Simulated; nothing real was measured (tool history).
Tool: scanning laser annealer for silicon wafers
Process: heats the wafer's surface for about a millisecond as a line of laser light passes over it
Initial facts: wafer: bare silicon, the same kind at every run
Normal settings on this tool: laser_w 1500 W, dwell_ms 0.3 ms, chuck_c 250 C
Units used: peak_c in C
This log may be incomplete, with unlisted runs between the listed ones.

run 1 hour=0 | laser_w=1500 dwell_ms=0.3 chuck_c=250 | peak_c=1005
run 2 hour=16 | laser_w=1500 dwell_ms=0.211 chuck_c=250 | peak_c=899
run 3 hour=25.5 | laser_w=1500 dwell_ms=0.211 chuck_c=250 | peak_c=897
run 4 hour=41.2 | laser_w=1500 dwell_ms=0.211 chuck_c=250 | peak_c=896
run 5 hour=58.8 | laser_w=1500 dwell_ms=0.211 chuck_c=250 | peak_c=897
run 6 hour=70.6 | laser_w=1500 dwell_ms=0.211 chuck_c=250 | peak_c=897
run 7 hour=86.2 | laser_w=1500 dwell_ms=0.211 chuck_c=250 | peak_c=895
run 8 hour=105.3 | laser_w=1500 dwell_ms=0.211 chuck_c=278 | peak_c=922
-- hour=117.1 optics aligned, line set to its width
run 9 hour=124.9 | laser_w=1500 dwell_ms=0.211 chuck_c=278 | peak_c=933
run 10 hour=140.5 | laser_w=1521 dwell_ms=0.3 chuck_c=250 | peak_c=1017
run 11 hour=158.6 | laser_w=1500 dwell_ms=0.3 chuck_c=250 | peak_c=1009
run 12 hour=171.6 | laser_w=1500 dwell_ms=0.3 chuck_c=261 | peak_c=1018
run 13 hour=188.7 | laser_w=1500 dwell_ms=0.3 chuck_c=261 | peak_c=1018
-- hour=194.3 window over the wafer cleaned
run 14 hour=203.4 | laser_w=1500 dwell_ms=0.3 chuck_c=261 | peak_c=1044
run 15 hour=212.9 | laser_w=1500 dwell_ms=0.3 chuck_c=250 | peak_c=1029
run 16 hour=231.7 | laser_w=1500 dwell_ms=0.3 chuck_c=232 | peak_c=1015
run 17 hour=242.6 | laser_w=1500 dwell_ms=0.234 chuck_c=250 | peak_c=950
run 18 hour=258.5 | laser_w=1500 dwell_ms=0.234 chuck_c=250 | peak_c=954
run 19 hour=277.8 | laser_w=1500 dwell_ms=0.234 chuck_c=250 | peak_c=950
run 20 hour=288.8 | laser_w=1500 dwell_ms=0.234 chuck_c=250 | peak_c=949
run 21 hour=297 | laser_w=1500 dwell_ms=0.234 chuck_c=250 | peak_c=950
run 22 hour=313.1 | laser_w=1530 dwell_ms=0.315 chuck_c=252 | peak_c=1064
run 23 hour=328.5 | laser_w=1568 dwell_ms=0.329 chuck_c=248 | peak_c=1092
run 24 hour=341.1 | laser_w=1568 dwell_ms=0.329 chuck_c=248 | peak_c=1089
run 25 hour=359.5 | laser_w=1510 dwell_ms=0.362 chuck_c=251 | peak_c=1097
run 26 hour=371.4 | laser_w=1487 dwell_ms=0.377 chuck_c=222 | peak_c=1072
run 27 hour=384.3 | laser_w=1423 dwell_ms=0.235 chuck_c=243 | peak_c=906
run 28 hour=392.3 | laser_w=1302 dwell_ms=0.364 chuck_c=258 | peak_c=998
run 29 hour=401.2 | laser_w=1302 dwell_ms=0.364 chuck_c=258 | peak_c=996
run 30 hour=419.4 | laser_w=1625 dwell_ms=0.322 chuck_c=258 | peak_c=1114
run 31 hour=437.7 | laser_w=1394 dwell_ms=0.248 chuck_c=268 | peak_c=936
run 32 hour=453.9 | laser_w=1394 dwell_ms=0.248 chuck_c=268 | peak_c=932
run 33 hour=461.9 | laser_w=1500 dwell_ms=0.3 chuck_c=269 | peak_c=1040
run 34 hour=480.1 | laser_w=1523 dwell_ms=0.33 chuck_c=250 | peak_c=1065
run 35 hour=492.1 | laser_w=1412 dwell_ms=0.285 chuck_c=275 | peak_c=987
run 36 hour=511.5 | laser_w=1412 dwell_ms=0.224 chuck_c=260 | peak_c=902
run 37 hour=522.7 | laser_w=1356 dwell_ms=0.22 chuck_c=285 | peak_c=900
run 38 hour=531 | laser_w=1638 dwell_ms=0.312 chuck_c=250 | peak_c=1100
run 39 hour=542.9 | laser_w=1458 dwell_ms=0.271 chuck_c=289 | peak_c=1005
run 40 hour=556 | laser_w=1369 dwell_ms=0.247 chuck_c=243 | peak_c=890

Each run again, without the hidden state but with its own random variation kept:
The hidden state here: light that passes the window, % of a clean one's; laser's true power over the reading, %; width of the line over the set one, %; drift of the gauge itself on peak_c, C.
run=1 peak_c=1036
run=2 peak_c=926
run=3 peak_c=924
run=4 peak_c=924
run=5 peak_c=926
run=6 peak_c=926
run=7 peak_c=924
run=8 peak_c=952
run=9 peak_c=955
run=10 peak_c=1044
run=11 peak_c=1037
run=12 peak_c=1046
run=13 peak_c=1046
run=14 peak_c=1046
run=15 peak_c=1032
run=16 peak_c=1019
run=17 peak_c=953
run=18 peak_c=958
run=19 peak_c=955
run=20 peak_c=954
run=21 peak_c=955
run=22 peak_c=1072
run=23 peak_c=1100
run=24 peak_c=1098
run=25 peak_c=1106
run=26 peak_c=1082
run=27 peak_c=914
run=28 peak_c=1008
run=29 peak_c=1006
run=30 peak_c=1126
run=31 peak_c=946
run=32 peak_c=942
run=33 peak_c=1053
run=34 peak_c=1080
run=35 peak_c=1000
run=36 peak_c=915
run=37 peak_c=912
run=38 peak_c=1117
run=39 peak_c=1021
run=40 peak_c=905

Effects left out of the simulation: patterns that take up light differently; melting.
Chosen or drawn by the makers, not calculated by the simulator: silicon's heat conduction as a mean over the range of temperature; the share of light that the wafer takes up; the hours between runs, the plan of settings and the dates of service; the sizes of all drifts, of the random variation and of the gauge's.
